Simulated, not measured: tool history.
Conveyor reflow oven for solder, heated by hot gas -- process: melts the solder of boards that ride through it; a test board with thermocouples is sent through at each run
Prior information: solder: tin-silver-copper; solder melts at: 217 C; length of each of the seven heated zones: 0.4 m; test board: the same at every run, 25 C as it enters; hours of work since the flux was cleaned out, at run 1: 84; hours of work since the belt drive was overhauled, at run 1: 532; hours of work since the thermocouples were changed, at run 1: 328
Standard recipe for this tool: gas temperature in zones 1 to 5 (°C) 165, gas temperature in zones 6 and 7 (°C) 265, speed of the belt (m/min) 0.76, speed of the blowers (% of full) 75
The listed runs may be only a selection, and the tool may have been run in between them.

| run | day | gas temperature in zones 1 to 5 (°C) | gas temperature in zones 6 and 7 (°C) | speed of the belt (m/min) | speed of the blowers (% of full) | hours of work since the flux was cleaned out | hours of work since the belt drive was overhauled | hours of work since the thermocouples were changed | highest temperature of the board (°C) | time above the solder's melting point (s) |
|---|---|---|---|---|---|---|---|---|---|---|
| 1 | 0 | 165 | 265 | 0.76 | 75 | 84 | 532 | 328 | 248.9 | 43.8 |
| 2 | 1.608 | 165 | 265 | 0.76 | 75 | 102 | 549 | 345 | 248.6 | 43.8 |
| 3 | 3.483 | 165 | 265 | 0.76 | 75 | 122 | 570 | 365 | 249.2 | 43.5 |
| 4 | 4.988 | 165 | 265 | 0.76 | 75 | 138 | 586 | 381 | 248.7 | 43.2 |
| 5 | 6.629 | 165 | 265 | 0.76 | 75 | 156 | 603 | 399 | 248.5 | 43.5 |
| 6 | 8.208 | 165 | 265 | 0.76 | 75 | 172 | 620 | 416 | 249.3 | 42.5 |
| 7 | 9.796 | 165 | 265 | 0.76 | 74 | 189 | 637 | 433 | 248.5 | 42.7 |
| 8 | 10.967 | 165 | 265 | 0.76 | 74 | 202 | 650 | 446 | 246.9 | 43.2 |
| 9 | 12.15 | 165 | 265 | 0.76 | 74 | 215 | 663 | 458 | 247.3 | 42.8 |
| 10 | 13.412 | 165 | 265 | 0.76 | 74 | 228 | 676 | 472 | 248 | 43.2 |
| 11 | 15.254 | 165 | 265 | 0.76 | 74 | 248 | 696 | 492 | 247.2 | 42.9 |
|  | 17.062 | flux residue cleaned out of gas plates and filters |
| 12 | 17.117 | 165 | 265 | 0.76 | 74 | 1 | 714 | 509 | 249.1 | 43.6 |
| 13 | 18.325 | 165 | 265 | 0.76 | 74 | 14 | 727 | 522 | 248.6 | 44 |
| 14 | 19.329 | 165 | 265 | 0.64 | 89 | 24 | 737 | 533 | 256 | 59.7 |
| 15 | 20.983 | 170 | 274 | 0.76 | 78 | 42 | 755 | 551 | 258.1 | 50.6 |
|  | 21.238 | thermocouples of zones 6 and 7 changed |
| 16 | 22.154 | 160 | 260 | 0.881 | 77 | 54 | 767 | 10 | 241.4 | 30.7 |
| 17 | 23.65 | 163 | 274 | 0.82 | 86 | 70 | 783 | 26 | 258.9 | 45.5 |
| 18 | 25.304 | 170 | 261 | 0.877 | 53 | 88 | 801 | 44 | 234.3 | 24.2 |
| 19 | 26.888 | 180 | 261 | 0.865 | 58 | 105 | 818 | 61 | 240.2 | 33.4 |
| 20 | 28.675 | 180 | 261 | 0.865 | 58 | 124 | 837 | 80 | 239.3 | 33.3 |
| 21 | 30.254 | 180 | 262 | 0.63 | 79 | 141 | 854 | 97 | 253.8 | 63.8 |
| 22 | 31.283 | 165 | 265 | 0.643 | 84 | 152 | 865 | 108 | 256.2 | 58.3 |
| 23 | 32.238 | 165 | 265 | 0.827 | 51 | 162 | 875 | 118 | 237.1 | 27.4 |
| 24 | 33.133 | 165 | 265 | 0.654 | 75 | 172 | 885 | 128 | 253.5 | 55.5 |
| 25 | 34.879 | 165 | 255 | 0.697 | 75 | 190 | 903 | 146 | 243.8 | 44.3 |

Across each entry between runs, compare the hidden state at the last listed run before it with the hidden state at the first listed run after it:
In the gap between runs 11 and 12: flux residue cleaned out of gas plates and filters (day 17.062)
  heat that the gas passes to the board, % of a clean oven's: 95.3 -> 99.6; belt's true speed, % of the reading: 99.02 -> 99; true gas temperature in zones 6 and 7 over the reading, C: -1.8 -> -1.84
  measured result minus the result with no hidden state, highest temperature of the board (°C): -2.5 -> -1.4; time above the solder's melting point (s): -1.4 -> -0.4
In the gap between runs 15 and 16: thermocouples of zones 6 and 7 changed (day 21.238)
  heat that the gas passes to the board, % of a clean oven's: 98.9 -> 98.7; belt's true speed, % of the reading: 98.93 -> 98.92; true gas temperature in zones 6 and 7 over the reading, C: -1.95 -> 0.04
  measured result minus the result with no hidden state, highest temperature of the board (°C): -1.7 -> +0; time above the solder's melting point (s): -0.3 -> +0.3
